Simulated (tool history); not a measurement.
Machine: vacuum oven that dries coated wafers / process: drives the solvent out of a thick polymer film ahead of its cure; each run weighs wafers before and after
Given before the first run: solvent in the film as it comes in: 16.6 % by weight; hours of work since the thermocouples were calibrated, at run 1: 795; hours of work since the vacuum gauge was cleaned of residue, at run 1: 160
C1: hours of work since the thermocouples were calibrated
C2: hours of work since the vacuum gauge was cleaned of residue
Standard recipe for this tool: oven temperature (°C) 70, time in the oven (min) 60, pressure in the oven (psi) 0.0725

{"run": 1, "hour": 0.0, "oven temperature (°C)": 70, "time in the oven (min)": 60, "pressure in the oven (psi)": 0.0725, "C1": 795, "C2": 160, "solvent left in the film (%)": 3.14}
{"run": 2, "hour": 12.2, "oven temperature (°C)": 70, "time in the oven (min)": 60, "pressure in the oven (psi)": 0.0725, "C1": 800, "C2": 166, "solvent left in the film (%)": 3.1}
{"run": 3, "hour": 24.6, "oven temperature (°C)": 70, "time in the oven (min)": 60, "pressure in the oven (psi)": 0.2682, "C1": 806, "C2": 171, "solvent left in the film (%)": 3.9}
{"run": 4, "hour": 33.7, "oven temperature (°C)": 70, "time in the oven (min)": 48, "pressure in the oven (psi)": 0.0725, "C1": 809, "C2": 175, "solvent left in the film (%)": 4.14}
{"run": 5, "hour": 43.6, "oven temperature (°C)": 70, "time in the oven (min)": 48, "pressure in the oven (psi)": 0.0725, "C1": 814, "C2": 179, "solvent left in the film (%)": 4.08}
{"run": 6, "hour": 52.7, "oven temperature (°C)": 55, "time in the oven (min)": 48, "pressure in the oven (psi)": 0.0725, "C1": 817, "C2": 183, "solvent left in the film (%)": 9.22}
{"run": 7, "hour": 58.6, "oven temperature (°C)": 55, "time in the oven (min)": 48, "pressure in the oven (psi)": 0.0725, "C1": 820, "C2": 185, "solvent left in the film (%)": 9.21}
{"run": 8, "hour": 64.2, "oven temperature (°C)": 55, "time in the oven (min)": 48, "pressure in the oven (psi)": 0.0725, "C1": 822, "C2": 187, "solvent left in the film (%)": 9.3}
{"run": 9, "hour": 75.7, "oven temperature (°C)": 55, "time in the oven (min)": 48, "pressure in the oven (psi)": 0.0725, "C1": 827, "C2": 192, "solvent left in the film (%)": 9.34}
{"run": 10, "hour": 81.4, "oven temperature (°C)": 60, "time in the oven (min)": 60, "pressure in the oven (psi)": 0.0853, "C1": 829, "C2": 194, "solvent left in the film (%)": 6.7}
{"run": 11, "hour": 87.4, "oven temperature (°C)": 60, "time in the oven (min)": 60, "pressure in the oven (psi)": 0.0853, "C1": 832, "C2": 197, "solvent left in the film (%)": 6.92}
{"run": 12, "hour": 97.1, "oven temperature (°C)": 84, "time in the oven (min)": 32, "pressure in the oven (psi)": 0.0853, "C1": 836, "C2": 201, "solvent left in the film (%)": 1.77}
{"run": 13, "hour": 108.1, "oven temperature (°C)": 84, "time in the oven (min)": 32, "pressure in the oven (psi)": 0.0853, "C1": 841, "C2": 206, "solvent left in the film (%)": 1.66}
{"run": 14, "hour": 113.2, "oven temperature (°C)": 70, "time in the oven (min)": 51, "pressure in the oven (psi)": 0.221, "C1": 843, "C2": 208, "solvent left in the film (%)": 4.39}
{"hour": 117.3, "done": "oven's thermocouples calibrated"}
{"run": 15, "hour": 121.5, "oven temperature (°C)": 70, "time in the oven (min)": 51, "pressure in the oven (psi)": 0.221, "C1": 2, "C2": 210, "solvent left in the film (%)": 3.95}
{"run": 16, "hour": 133.4, "oven temperature (°C)": 73, "time in the oven (min)": 71, "pressure in the oven (psi)": 0.2779, "C1": 7, "C2": 215, "solvent left in the film (%)": 2.12}
{"run": 17, "hour": 142.7, "oven temperature (°C)": 73, "time in the oven (min)": 71, "pressure in the oven (psi)": 0.2779, "C1": 11, "C2": 219, "solvent left in the film (%)": 2.2}
{"run": 18, "hour": 154.1, "oven temperature (°C)": 73, "time in the oven (min)": 71, "pressure in the oven (psi)": 0.077, "C1": 15, "C2": 224, "solvent left in the film (%)": 1.49}

Consider 4 possible next runs. They are alternatives, not a sequence: every one starts from the tool as it was left by run 18. What does each give?
{"run": "A", "hour": 162.0, "oven temperature (°C)": 85, "time in the oven (min)": 108, "pressure in the oven (psi)": 0.1378, "C1": 19, "C2": 227, "solvent left in the film (%)": "?"}
{"run": "B", "hour": 162.0, "oven temperature (°C)": 65, "time in the oven (min)": 48, "pressure in the oven (psi)": 0.0553, "C1": 19, "C2": 227, "solvent left in the film (%)": "?"}
{"run": "C", "hour": 162.0, "oven temperature (°C)": 70, "time in the oven (min)": 42, "pressure in the oven (psi)": 0.0725, "C1": 19, "C2": 227, "solvent left in the film (%)": "?"}
{"run": "D", "hour": 162.0, "oven temperature (°C)": 68, "time in the oven (min)": 60, "pressure in the oven (psi)": 0.1353, "C1": 19, "C2": 227, "solvent left in the film (%)": "?"}

run=A solvent_left_in_the_film_(%)=0.46
run=B solvent_left_in_the_film_(%)=5.37
run=C solvent_left_in_the_film_(%)=4.25
run=D solvent_left_in_the_film_(%)=3.54
With the hidden condition removed and each run's random variation left untouched, the same runs would have given:
run=A solvent_left_in_the_film_(%)=0.44
run=B solvent_left_in_the_film_(%)=5.28
run=C solvent_left_in_the_film_(%)=4.16
run=D solvent_left_in_the_film_(%)=3.46
